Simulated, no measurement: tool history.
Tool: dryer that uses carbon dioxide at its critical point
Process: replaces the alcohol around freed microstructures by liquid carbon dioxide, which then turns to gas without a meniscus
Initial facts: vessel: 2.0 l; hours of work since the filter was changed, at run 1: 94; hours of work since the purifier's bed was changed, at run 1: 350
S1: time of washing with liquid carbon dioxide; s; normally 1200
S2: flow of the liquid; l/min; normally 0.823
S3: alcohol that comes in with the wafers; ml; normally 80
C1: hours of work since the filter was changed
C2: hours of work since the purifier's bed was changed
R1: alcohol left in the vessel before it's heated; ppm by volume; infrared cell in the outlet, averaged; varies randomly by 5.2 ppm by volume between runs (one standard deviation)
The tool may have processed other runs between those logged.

run	hour	S1	S2	S3	C1	C2	R1
1	0	1200	0.823	80	94	350	298
2	31.6	1200	0.823	80	112	368	313
3	84.5	1200	0.823	80	141	397	328
4	152.6	1200	0.823	80	179	435	352
5	209.5	1200	0.823	80	211	466	370
6	277.3	1200	0.7	80	248	504	550
7	331	1200	0.7	80	278	534	562
8	393.4	1200	0.823	72	313	569	401
# hour 410.8: purifier's bed changed
9	464.1	1200	0.823	80	350	30	155
10	515.9	1200	0.823	80	379	58	166
11	572.4	1200	0.823	80	410	90	181
12	638.7	1200	0.823	80	447	126	206
13	682.6	1200	0.823	80	471	151	224
# hour 715.6: inlet filter changed
14	751.3	1200	0.823	80	20	188	185
15	800.1	1200	0.823	80	47	215	204
16	866.2	1200	0.823	80	84	252	208
17	934.7	1200	0.823	80	122	290	227
18	1002.5	1200	0.823	80	159	328	271
19	1050.5	1200	0.823	80	186	354	277
20	1098.9	1200	0.823	80	213	381	301
21	1136.8	1200	0.823	80	234	402	302
22	1190.5	1200	0.823	61	263	432	291
23	1240	1380	0.823	80	291	460	268
24	1292.5	1380	0.823	80	320	489	286
25	1364.9	1740	0.823	80	360	529	268
26	1414.2	1260	0.532	80	388	556	1062
# hour 1453.4: purifier's bed changed
27	1475.4	840	1.303	84	420	12	98
28	1540.6	1380	1.167	60	456	48	46
29	1595.6	1200	0.679	34	487	79	205
# hour 1601.9: inlet filter changed
30	1648.4	900	0.686	49	26	108	629
31	1702.6	1920	0.9	56	56	138	65
32	1767.2	1920	0.9	56	92	174	94
33	1832.6	1200	1.076	30	128	210	116
34	1877.6	1200	1.076	36	153	235	122
35	1933.2	900	0.642	30	184	266	608
36	1994.1	900	0.642	30	218	299	627
37	2052.1	780	1.229	29	250	332	214
38	2103.8	1500	1.112	67	279	360	177
39	2166.2	1860	0.768	55	313	395	200
40	2225.2	1200	1.232	47	346	428	209
41	2265.5	960	0.823	21	368	450	319
42	2319.9	960	0.757	104	398	480	999
43	2359.5	960	0.757	104	420	502	1032
44	2400	960	0.757	104	443	525	1049
45	2441.7	840	1.084	104	466	548	565
# hour 2486.5: inlet filter changed
46	2488.1	1860	1.343	92	1	573	273

Below are 4 alternative next runs, each starting from the tool's condition after run 46. Predict each:
# hour 2497.4: purifier's bed changed
A	2533.9	1860	0.5	21	25	20	?
# hour 2497.4: purifier's bed changed
B	2533.9	840	0.789	116	25	20	?
# hour 2497.4: purifier's bed changed
C	2533.9	1920	0.805	111	25	20	?
# hour 2497.4: purifier's bed changed
D	2533.9	1860	1.343	27	25	20	?

run	R1
A	45
B	1054
C	23
D	0
Had the tool no hidden state, the same runs would have come out as:
run	R1
A	33
B	985
C	12
D	0

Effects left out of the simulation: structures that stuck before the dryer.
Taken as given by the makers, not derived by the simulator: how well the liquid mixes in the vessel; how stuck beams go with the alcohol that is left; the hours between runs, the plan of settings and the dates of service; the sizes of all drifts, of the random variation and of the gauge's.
